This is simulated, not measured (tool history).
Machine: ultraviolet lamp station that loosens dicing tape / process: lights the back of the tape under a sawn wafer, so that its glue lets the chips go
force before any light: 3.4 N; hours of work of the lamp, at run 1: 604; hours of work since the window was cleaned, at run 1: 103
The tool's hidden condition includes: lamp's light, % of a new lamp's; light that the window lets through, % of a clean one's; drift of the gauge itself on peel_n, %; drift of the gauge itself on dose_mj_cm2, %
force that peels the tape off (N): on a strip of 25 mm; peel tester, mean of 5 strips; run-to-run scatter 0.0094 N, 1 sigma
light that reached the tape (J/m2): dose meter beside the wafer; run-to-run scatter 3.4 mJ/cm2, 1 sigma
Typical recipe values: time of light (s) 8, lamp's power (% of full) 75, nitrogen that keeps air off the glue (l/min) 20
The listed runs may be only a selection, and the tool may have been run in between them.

run	hour	time of light (s)	lamp's power (% of full)	nitrogen that keeps air off the glue (l/min)	hours of work of the lamp	hours of work since the window was cleaned	force that peels the tape off (N)	light that reached the tape (J/m2)
1	0	8	75	20	604	103	0.572	4520
2	42.4	6	75	20	628	128	0.88	3280
3	99	6	75	20	660	160	0.897	3230
4	159.5	8	75	20	695	195	0.619	4290
5	190	8	94	20	713	212	0.434	5290
6	238.8	8	94	20	741	240	0.454	5230
7	302	8	94	20	777	277	0.474	5050
8	345	8	67	7	801	301	1.264	3570
9	396.1	4	91	31	831	331	1.122	2400
10	426.7	4	91	31	848	348	1.137	2350
11	474.5	8	75	35	876	376	0.585	3840
12	516.8	8	75	35	900	400	0.576	3720

3 options for the next run, each taken on its own from the tool as it stands now. Forecast them:
A	571.6	10	67	14	931	431	?	?
B	571.6	5	75	20	931	431	?	?
C	571.6	9	75	20	931	431	?	?

run	force that peels the tape off (N)	light that reached the tape (J/m2)
A	0.808	4130
B	1.354	2290
C	0.63	4170
Without the tool's hidden state the same runs would have given:
run	force that peels the tape off (N)	light that reached the tape (J/m2)
A	0.418	6250
B	0.853	3490
C	0.31	6310

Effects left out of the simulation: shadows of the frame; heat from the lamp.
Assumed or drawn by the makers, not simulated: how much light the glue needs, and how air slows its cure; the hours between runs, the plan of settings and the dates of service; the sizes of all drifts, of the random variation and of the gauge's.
